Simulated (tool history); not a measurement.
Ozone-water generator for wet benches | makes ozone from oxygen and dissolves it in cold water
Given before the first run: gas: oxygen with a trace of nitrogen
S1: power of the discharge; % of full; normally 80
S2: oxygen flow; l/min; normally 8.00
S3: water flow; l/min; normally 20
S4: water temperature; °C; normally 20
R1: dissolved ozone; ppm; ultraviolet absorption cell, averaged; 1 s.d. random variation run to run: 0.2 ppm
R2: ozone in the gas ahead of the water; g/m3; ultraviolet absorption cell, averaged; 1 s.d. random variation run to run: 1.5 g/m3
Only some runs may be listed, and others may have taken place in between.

| run | day | S1 | S2 | S3 | S4 | R1 | R2 |
|---|---|---|---|---|---|---|---|
| 1 | 0.000 | 80 | 8.00 | 20 | 20 | 29.0 | 285.6 |
| 2 | 3.408 | 80 | 8.00 | 16 | 20 | 33.5 | 286.6 |
| 3 | 5.371 | 80 | 8.00 | 16 | 20 | 33.7 | 286.8 |
| 4 | 9.671 | 80 | 8.00 | 16 | 21 | 32.6 | 285.6 |
| 5 | 13.575 | 80 | 8.00 | 16 | 21 | 33.0 | 285.0 |
| 6 | 17.596 | 80 | 8.00 | 20 | 20 | 29.0 | 283.3 |
| 7 | 19.700 | 80 | 8.00 | 20 | 20 | 28.8 | 286.2 |
| 8 | 23.846 | 80 | 8.00 | 20 | 20 | 28.8 | 282.4 |
| 9 | 27.079 | 80 | 8.00 | 20 | 20 | 28.8 | 284.4 |
| 10 | 28.904 | 80 | 8.00 | 20 | 20 | 29.3 | 285.6 |
| 11 | 30.767 | 80 | 8.00 | 20 | 20 | 28.9 | 286.2 |
| 12 | 34.346 | 80 | 8.00 | 20 | 20 | 29.1 | 287.2 |
| 13 | 36.517 | 80 | 8.00 | 20 | 21 | 28.4 | 285.6 |
| 14 | 39.296 | 80 | 8.00 | 20 | 20 | 28.8 | 281.1 |
| 15 | 42.125 | 66 | 8.00 | 20 | 20 | 24.3 | 242.2 |
| 16 | 45.779 | 66 | 8.00 | 20 | 20 | 24.4 | 240.4 |
| 17 | 47.871 | 80 | 8.00 | 29 | 20 | 22.5 | 286.5 |
| 18 | 49.712 | 80 | 8.00 | 29 | 20 | 22.1 | 284.7 |
| 19 | 53.762 | 80 | 11.41 | 29 | 20 | 23.4 | 249.6 |
| 20 | 57.617 | 43 | 5.43 | 19 | 20 | 16.5 | 187.4 |
| 21 | 59.750 | 74 | 5.43 | 29 | 20 | 19.4 | 303.9 |
| 22 | 61.875 | 74 | 5.43 | 29 | 20 | 19.1 | 304.0 |
| 23 | 64.446 | 55 | 8.00 | 20 | 20 | 21.1 | 204.9 |
| 24 | 68.825 | 93 | 12.97 | 20 | 20 | 33.7 | 277.6 |
| 25 | 72.812 | 93 | 11.38 | 20 | 13 | 38.9 | 289.5 |
| 26 | 75.712 | 40 | 13.59 | 17 | 22 | 16.5 | 130.2 |
| 27 | 80.171 | 80 | 6.95 | 17 | 27 | 27.7 | 296.2 |
| 28 | 83.417 | 80 | 8.00 | 12 | 20 | 39.6 | 285.0 |
| 29 | 85.617 | 80 | 11.98 | 12 | 20 | 37.8 | 246.4 |
| 30 | 87.850 | 80 | 11.98 | 12 | 20 | 38.5 | 246.1 |
| 31 | 89.962 | 68 | 13.93 | 18 | 21 | 26.2 | 207.2 |
| 32 | 94.279 | 97 | 13.80 | 14 | 21 | 40.4 | 281.8 |

Below are 3 alternative next runs, each starting from the tool's condition after run 32. Predict each:
| A | 97.333 | 97 | 13.80 | 32 | 21 | ? | ? |
| B | 97.333 | 80 | 7.17 | 20 | 20 | ? | ? |
| C | 97.333 | 97 | 13.80 | 14 | 12 | ? | ? |

| run | R1 | R2 |
|---|---|---|
| A | 25.5 | 282.7 |
| B | 28.5 | 294.1 |
| C | 50.1 | 279.9 |
With the hidden condition removed and each run's random variation left untouched, the same runs would have given:
| run | R1 | R2 |
|---|---|---|
| A | 25.6 | 283.2 |
| B | 28.5 | 294.6 |
| C | 50.3 | 280.5 |

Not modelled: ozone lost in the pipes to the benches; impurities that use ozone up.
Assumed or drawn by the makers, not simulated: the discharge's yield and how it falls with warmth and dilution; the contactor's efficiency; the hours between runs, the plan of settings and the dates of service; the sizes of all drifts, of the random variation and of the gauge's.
